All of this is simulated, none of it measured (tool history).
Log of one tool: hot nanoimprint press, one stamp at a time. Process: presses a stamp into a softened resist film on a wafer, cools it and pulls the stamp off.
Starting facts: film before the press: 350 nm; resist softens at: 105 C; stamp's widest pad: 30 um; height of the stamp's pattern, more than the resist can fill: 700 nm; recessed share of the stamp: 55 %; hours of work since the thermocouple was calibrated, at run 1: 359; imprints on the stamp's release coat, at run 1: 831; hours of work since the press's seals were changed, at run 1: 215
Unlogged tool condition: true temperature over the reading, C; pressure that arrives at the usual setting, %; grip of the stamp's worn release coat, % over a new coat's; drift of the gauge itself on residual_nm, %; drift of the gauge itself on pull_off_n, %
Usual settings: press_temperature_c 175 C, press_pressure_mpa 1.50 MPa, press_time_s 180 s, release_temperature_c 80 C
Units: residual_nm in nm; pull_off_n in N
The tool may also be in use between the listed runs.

run	hour	press_temperature_c	press_pressure_mpa	press_time_s	release_temperature_c	hours of work since the thermocouple was calibrated	imprints on the stamp's release coat	hours of work since the press's seals were changed	residual_nm	pull_off_n
1	0.0	175	1.50	180	80	359	831	215	165.4	158
2	37.5	175	1.50	180	80	379	942	235	163.1	169
3	92.2	175	1.50	180	80	408	1105	264	165.1	165
4	158.2	175	1.50	180	80	443	1301	299	164.7	161
# hour 169.2: plate thermocouple calibrated
5	206.4	175	1.50	180	80	20	1435	323	163.4	167
# hour 235.4: stamp cleaned and given a new release coat
6	254.5	176	1.50	180	80	42	57	345	156.3	159
7	302.2	176	1.50	180	80	67	199	370	154.5	166
8	330.5	184	1.50	180	80	82	283	385	102.3	163
9	370.3	175	1.50	180	80	104	401	407	162.9	165
10	397.9	175	1.50	180	80	118	483	421	161.6	165
11	457.8	175	1.91	180	80	150	661	453	145.2	163
12	521.1	175	1.50	180	70	184	850	487	161.3	210
13	581.3	175	1.50	180	70	216	1029	518	160.9	211
14	613.8	164	1.50	180	67	233	1125	536	255.4	224
15	644.1	186	1.19	181	78	249	1215	552	103.6	179
16	692.9	186	1.19	181	78	275	1361	578	103.7	176
# hour 697.1: gauge calibrated
# hour 742.6: stamp cleaned and given a new release coat
17	742.6	186	2.03	239	78	298	0	601	70.9	171
18	774.8	175	1.50	356	80	315	96	618	127.9	162
19	807.6	175	1.50	207	66	333	194	635	156.6	228
20	843.0	174	1.01	129	68	351	299	654	222.8	220
21	893.4	174	1.01	129	68	378	449	681	223.2	218
22	947.1	175	1.04	180	80	407	609	709	191.2	165
23	980.6	181	1.99	191	71	424	708	727	101.6	205
# hour 1027.7: plate thermocouple calibrated
24	1030.7	181	1.99	191	71	2	849	752	101.3	206

Predict each of these 4 candidate next runs independently; none follows another, all start after run 24:
A	1092.8	164	1.60	261	80	35	1033	785	?	?
B	1092.8	178	2.29	191	79	35	1033	785	?	?
C	1092.8	181	1.99	289	86	35	1033	785	?	?
D	1092.8	181	1.99	191	72	35	1033	785	?	?

run	residual_nm	pull_off_n
A	232.6	163
B	109.1	168
C	85.5	137
D	101.4	194
Stripped of hidden state, with their random variation kept, the same runs would have yielded:
run	residual_nm	pull_off_n
A	236.4	161
B	110.8	166
C	86.8	135
D	103.0	192
